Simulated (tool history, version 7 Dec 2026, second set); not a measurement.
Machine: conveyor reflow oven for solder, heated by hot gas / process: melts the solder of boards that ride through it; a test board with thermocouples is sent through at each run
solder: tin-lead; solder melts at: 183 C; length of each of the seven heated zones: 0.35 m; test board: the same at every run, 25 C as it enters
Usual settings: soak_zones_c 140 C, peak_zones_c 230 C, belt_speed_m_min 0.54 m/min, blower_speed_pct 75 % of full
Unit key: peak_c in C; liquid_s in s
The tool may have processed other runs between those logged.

{"run": 1, "hour": 0.0, "soak_zones_c": 140, "peak_zones_c": 230, "belt_speed_m_min": 0.54, "blower_speed_pct": 75, "peak_c": 216, "liquid_s": 59}
{"run": 2, "hour": 12.3, "soak_zones_c": 148, "peak_zones_c": 230, "belt_speed_m_min": 0.54, "blower_speed_pct": 75, "peak_c": 217.2, "liquid_s": 62.7}
{"run": 3, "hour": 26.5, "soak_zones_c": 148, "peak_zones_c": 230, "belt_speed_m_min": 0.54, "blower_speed_pct": 75, "peak_c": 217, "liquid_s": 62.6}
{"run": 4, "hour": 36.9, "soak_zones_c": 140, "peak_zones_c": 230, "belt_speed_m_min": 0.54, "blower_speed_pct": 75, "peak_c": 215.7, "liquid_s": 58.3}
{"run": 5, "hour": 43.4, "soak_zones_c": 140, "peak_zones_c": 230, "belt_speed_m_min": 0.54, "blower_speed_pct": 75, "peak_c": 215.3, "liquid_s": 58.3}
{"run": 6, "hour": 52.4, "soak_zones_c": 140, "peak_zones_c": 230, "belt_speed_m_min": 0.54, "blower_speed_pct": 75, "peak_c": 215.7, "liquid_s": 58.3}
{"run": 7, "hour": 65.0, "soak_zones_c": 140, "peak_zones_c": 230, "belt_speed_m_min": 0.54, "blower_speed_pct": 75, "peak_c": 215.3, "liquid_s": 58}
{"run": 8, "hour": 71.6, "soak_zones_c": 140, "peak_zones_c": 230, "belt_speed_m_min": 0.54, "blower_speed_pct": 75, "peak_c": 215.4, "liquid_s": 58.5}
{"hour": 76.9, "done": "belt drive overhauled, speed set with a stopwatch"}
{"run": 9, "hour": 86.1, "soak_zones_c": 140, "peak_zones_c": 230, "belt_speed_m_min": 0.54, "blower_speed_pct": 68, "peak_c": 214.5, "liquid_s": 57.1}
{"run": 10, "hour": 92.4, "soak_zones_c": 140, "peak_zones_c": 230, "belt_speed_m_min": 0.51, "blower_speed_pct": 68, "peak_c": 215.9, "liquid_s": 62.6}
{"hour": 102.9, "done": "belt drive overhauled, speed set with a stopwatch, once more"}
{"run": 11, "hour": 104.0, "soak_zones_c": 140, "peak_zones_c": 236, "belt_speed_m_min": 0.607, "blower_speed_pct": 87, "peak_c": 218.7, "liquid_s": 53.2}
{"run": 12, "hour": 113.1, "soak_zones_c": 140, "peak_zones_c": 236, "belt_speed_m_min": 0.607, "blower_speed_pct": 87, "peak_c": 218.2, "liquid_s": 53.3}
{"run": 13, "hour": 126.2, "soak_zones_c": 140, "peak_zones_c": 236, "belt_speed_m_min": 0.583, "blower_speed_pct": 87, "peak_c": 219.7, "liquid_s": 56.5}
{"run": 14, "hour": 132.6, "soak_zones_c": 132, "peak_zones_c": 220, "belt_speed_m_min": 0.632, "blower_speed_pct": 64, "peak_c": 198.2, "liquid_s": 28.9}
{"run": 15, "hour": 143.6, "soak_zones_c": 140, "peak_zones_c": 244, "belt_speed_m_min": 0.644, "blower_speed_pct": 53, "peak_c": 216.2, "liquid_s": 47.4}
{"run": 16, "hour": 155.3, "soak_zones_c": 140, "peak_zones_c": 244, "belt_speed_m_min": 0.644, "blower_speed_pct": 53, "peak_c": 216, "liquid_s": 47.1}
{"run": 17, "hour": 163.0, "soak_zones_c": 140, "peak_zones_c": 244, "belt_speed_m_min": 0.644, "blower_speed_pct": 53, "peak_c": 215.6, "liquid_s": 47.3}

Each row is a separate what-if for the run after 17, all from the same tool condition, not one after another. Results?
{"run": "A", "hour": 172.0, "soak_zones_c": 140, "peak_zones_c": 244, "belt_speed_m_min": 0.492, "blower_speed_pct": 56, "peak_c": "?", "liquid_s": "?"}
{"run": "B", "hour": 172.0, "soak_zones_c": 140, "peak_zones_c": 244, "belt_speed_m_min": 0.644, "blower_speed_pct": 51, "peak_c": "?", "liquid_s": "?"}
{"run": "C", "hour": 172.0, "soak_zones_c": 139, "peak_zones_c": 235, "belt_speed_m_min": 0.54, "blower_speed_pct": 75, "peak_c": "?", "liquid_s": "?"}

run=A peak_c=227 liquid_s=72.4
run=B peak_c=215.7 liquid_s=46.7
run=C peak_c=219 liquid_s=60.2
Had the tool no hidden state, the same runs would have come out as:
run=A peak_c=228.7 liquid_s=73.6
run=B peak_c=217.7 liquid_s=48.2
run=C peak_c=220.8 liquid_s=61.7

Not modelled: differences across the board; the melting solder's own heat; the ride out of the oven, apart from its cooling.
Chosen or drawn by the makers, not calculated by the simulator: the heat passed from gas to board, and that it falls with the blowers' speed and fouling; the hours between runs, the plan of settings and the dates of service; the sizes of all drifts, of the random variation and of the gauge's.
